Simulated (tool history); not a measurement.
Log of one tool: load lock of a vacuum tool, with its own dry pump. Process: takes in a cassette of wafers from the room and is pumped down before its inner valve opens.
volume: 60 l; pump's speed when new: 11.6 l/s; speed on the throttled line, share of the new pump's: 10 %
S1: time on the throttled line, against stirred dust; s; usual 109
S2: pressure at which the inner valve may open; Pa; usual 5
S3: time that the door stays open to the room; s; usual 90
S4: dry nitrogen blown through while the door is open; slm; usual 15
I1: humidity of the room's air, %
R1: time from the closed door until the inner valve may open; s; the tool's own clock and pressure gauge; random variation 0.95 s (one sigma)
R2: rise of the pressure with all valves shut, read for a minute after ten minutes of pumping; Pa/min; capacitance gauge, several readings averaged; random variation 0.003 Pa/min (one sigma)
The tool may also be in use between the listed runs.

Run 1, hour 0.0: usual settings; I1 46.6. Result: R1 151.6 s, R2 0.053 Pa/min.
Run 2, hour 74.5: usual settings; I1 46.9. Result: R1 155.2 s, R2 0.052 Pa/min.
Run 3, hour 114.8: usual settings; I1 45.9. Result: R1 151.8 s, R2 0.051 Pa/min.
Run 4, hour 160.1: usual settings; I1 44.7. Result: R1 153.5 s, R2 0.055 Pa/min.
Run 5, hour 224.6: usual settings; I1 43.5. Result: R1 152.4 s, R2 0.049 Pa/min.
Run 6, hour 310.1: usual settings; I1 46.6. Result: R1 153.1 s, R2 0.061 Pa/min.
Run 7, hour 358.1: usual settings; I1 46.4. Result: R1 153.8 s, R2 0.055 Pa/min.
Run 8, hour 419.2: usual settings; I1 48.2. Result: R1 153.5 s, R2 0.056 Pa/min.
Run 9, hour 465.6: usual settings; I1 45.3. Result: R1 152.9 s, R2 0.052 Pa/min.
Run 10, hour 532.4: usual settings; I1 47.8. Result: R1 152.9 s, R2 0.060 Pa/min.
Run 11, hour 583.3: usual settings; I1 43.7. Result: R1 152.7 s, R2 0.054 Pa/min.
Run 12, hour 642.7: usual settings; I1 42.5. Result: R1 154.6 s, R2 0.054 Pa/min.
Run 13, hour 697.4: usual settings; I1 47.1. Result: R1 154.0 s, R2 0.059 Pa/min.
Run 14, hour 777.4: usual settings; I1 41.2. Result: R1 152.7 s, R2 0.057 Pa/min.
Run 15, hour 860.1: usual settings; I1 43.9. Result: R1 152.7 s, R2 0.062 Pa/min.
Run 16, hour 931.1: usual settings but S3 36 s; I1 42.4. Result: R1 152.6 s, R2 0.057 Pa/min.
Run 17, hour 984.7: usual settings but S3 36 s; I1 50.4. Result: R1 154.3 s, R2 0.059 Pa/min.
Run 18, hour 1056.3: usual settings but S3 48 s; I1 43.1. Result: R1 153.9 s, R2 0.055 Pa/min.
Run 19, hour 1129.5: usual settings; I1 42.2. Result: R1 152.8 s, R2 0.061 Pa/min.
Run 20, hour 1204.8: usual settings but S2 10 Pa; I1 41.6. Result: R1 149.1 s, R2 0.070 Pa/min.
Run 21, hour 1260.3: usual settings but S2 10 Pa; I1 46.7. Result: R1 149.5 s, R2 0.066 Pa/min.
Run 22, hour 1307.6: usual settings but S1 71 s, S2 6 Pa, S4 14 slm; I1 47.1. Result: R1 118.5 s, R2 0.070 Pa/min.
Run 23, hour 1350.6: usual settings but S1 105 s, S2 8 Pa; I1 49.3. Result: R1 146.8 s, R2 0.080 Pa/min.
Run 24, hour 1415.4: usual settings but S1 210 s, S2 6 Pa, S3 53 s, S4 9 slm; I1 41.9. Result: R1 244.7 s, R2 0.073 Pa/min.
Run 25, hour 1456.8: usual settings but S2 8 Pa, S4 26 slm; I1 43.9. Result: R1 151.0 s, R2 0.059 Pa/min.
Run 26, hour 1508.2: usual settings but S2 7 Pa, S4 44 slm; I1 45.7. Result: R1 151.2 s, R2 0.063 Pa/min.
Run 27, hour 1553.5: usual settings but S2 7 Pa, S4 44 slm; I1 44.8. Result: R1 151.9 s, R2 0.057 Pa/min.
Run 28, hour 1631.0: usual settings but S2 6 Pa, S3 184 s; I1 44.2. Result: R1 152.8 s, R2 0.083 Pa/min.
Run 29, hour 1670.3: usual settings but S4 5 slm; I1 45.2. Result: R1 152.9 s, R2 0.091 Pa/min.
Run 30, hour 1741.6: usual settings but S4 5 slm; I1 45.5. Result: R1 154.4 s, R2 0.101 Pa/min.
Run 31, hour 1791.5: usual settings but S1 215 s, S3 229 s; I1 49.8. Result: R1 248.1 s, R2 0.090 Pa/min.
Run 32, hour 1866.5: usual settings but S1 215 s, S3 229 s; I1 42.6. Result: R1 249.0 s, R2 0.090 Pa/min.
Run 33, hour 1941.2: usual settings but S3 129 s, S4 4 slm; I1 43.4. Result: R1 154.2 s, R2 0.101 Pa/min.
Run 34, hour 1982.0: usual settings but S3 129 s, S4 4 slm; I1 43.8. Result: R1 155.4 s, R2 0.104 Pa/min.
Run 35, hour 2032.3: usual settings but S1 196 s, S3 112 s, S4 9 slm; I1 43.8. Result: R1 229.9 s, R2 0.098 Pa/min.
Run 36, hour 2081.7: usual settings but S1 196 s, S3 112 s, S4 9 slm; I1 42.4. Result: R1 233.8 s, R2 0.093 Pa/min.
Run 37, hour 2151.3: usual settings but S3 35 s; I1 46.0. Result: R1 152.8 s, R2 0.080 Pa/min.
Run 38, hour 2219.4: usual settings but S3 35 s; I1 42.5. Result: R1 155.7 s, R2 0.079 Pa/min.

Some steps in R1 between neighbouring runs. How much of each would the tool show without its hidden state too (settings, what came in, random variation), and how much is left for the hidden state, with any gauge scatter that isn't in both results?
The hidden state here: pump's speed, % of a new pump's; leak at the door's seal, Pa l/s; drift of the gauge itself on ready_s, %; drift of the gauge itself on rise_pa_min, %.
Run 23 -> 24: S1 105 -> 210, S2 8 -> 6, S3 90 -> 53, S4 15 -> 9. R1 +97.9 s: hidden state -0.7, all else +98.6.
Run 24 -> 25: S1 210 -> 109, S2 6 -> 8, S3 53 -> 90, S4 9 -> 26. R1 -93.7 s: hidden state +0.7, all else -94.4.
Run 30 -> 31: S1 109 -> 215, S3 90 -> 229, S4 5 -> 15. R1 +93.7 s: hidden state -1.0, all else +94.7.
Run 32 -> 33: S1 215 -> 109, S3 229 -> 129, S4 15 -> 4. R1 -94.8 s: hidden state +1.1, all else -95.9.
Run 34 -> 35: S1 109 -> 196, S3 129 -> 112, S4 4 -> 9. R1 +74.5 s: hidden state -0.9, all else +75.4.

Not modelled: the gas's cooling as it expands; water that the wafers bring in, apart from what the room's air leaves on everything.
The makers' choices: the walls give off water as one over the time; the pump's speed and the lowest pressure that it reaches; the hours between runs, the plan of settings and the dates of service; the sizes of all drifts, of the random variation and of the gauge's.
